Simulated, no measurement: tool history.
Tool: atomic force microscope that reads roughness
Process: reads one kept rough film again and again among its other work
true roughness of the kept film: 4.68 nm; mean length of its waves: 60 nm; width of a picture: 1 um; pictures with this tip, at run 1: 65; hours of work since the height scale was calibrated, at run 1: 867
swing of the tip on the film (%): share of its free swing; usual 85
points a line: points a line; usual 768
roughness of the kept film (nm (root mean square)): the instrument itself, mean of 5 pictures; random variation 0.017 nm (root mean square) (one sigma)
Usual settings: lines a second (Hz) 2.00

run	hour	lines a second (Hz)	swing of the tip on the film (%)	points a line	pictures with this tip	hours of work since the height scale was calibrated	roughness of the kept film (nm (root mean square))
1	0.0	2.00	85	768	65	867	3.986
2	78.6	2.00	85	768	169	928	3.842
3	124.3	2.00	85	768	230	963	3.739
# hour 170.7: new tip fitted
4	200.3	2.00	85	768	39	1021	3.997
5	271.4	2.00	62	768	134	1076	4.154
6	341.3	2.00	83	768	227	1129	3.766
# hour 347.0: height scale calibrated on a step standard
# hour 389.3: new tip fitted
7	389.3	2.00	83	768	0	32	4.088
8	460.5	2.00	83	768	94	87	3.966
# hour 479.3: height scale calibrated on a step standard, once more
9	539.5	2.00	85	768	198	46	3.846
10	596.4	2.00	85	768	274	90	3.763
# hour 607.5: new tip fitted
11	650.7	2.00	85	768	58	131	4.028
12	701.3	2.28	70	351	125	170	4.113
13	746.0	1.49	87	674	185	205	3.890
14	803.3	2.00	69	414	261	249	3.949
# hour 827.2: new tip fitted
15	877.9	2.00	69	414	68	306	4.217
16	949.4	2.00	74	768	163	360	3.981
17	1008.4	2.00	74	768	241	406	3.952
# hour 1049.6: new tip fitted
18	1051.5	1.00	85	511	2	439	4.304
19	1122.2	1.00	85	511	96	493	4.126
20	1192.5	2.00	82	768	190	547	3.898

Forecast each of these 5 alternatives for the next run:
A	1260.4	1.46	57	768	280	599	?
B	1260.4	0.83	76	825	280	599	?
C	1260.4	0.60	67	331	280	599	?
D	1260.4	0.63	81	768	280	599	?
E	1260.4	0.64	85	538	280	599	?

run	roughness of the kept film (nm (root mean square))
A	4.002
B	3.973
C	4.021
D	3.968
E	3.942
Without the tool's hidden state the same runs would have given:
run	roughness of the kept film (nm (root mean square))
A	4.442
B	4.409
C	4.462
D	4.404
E	4.376
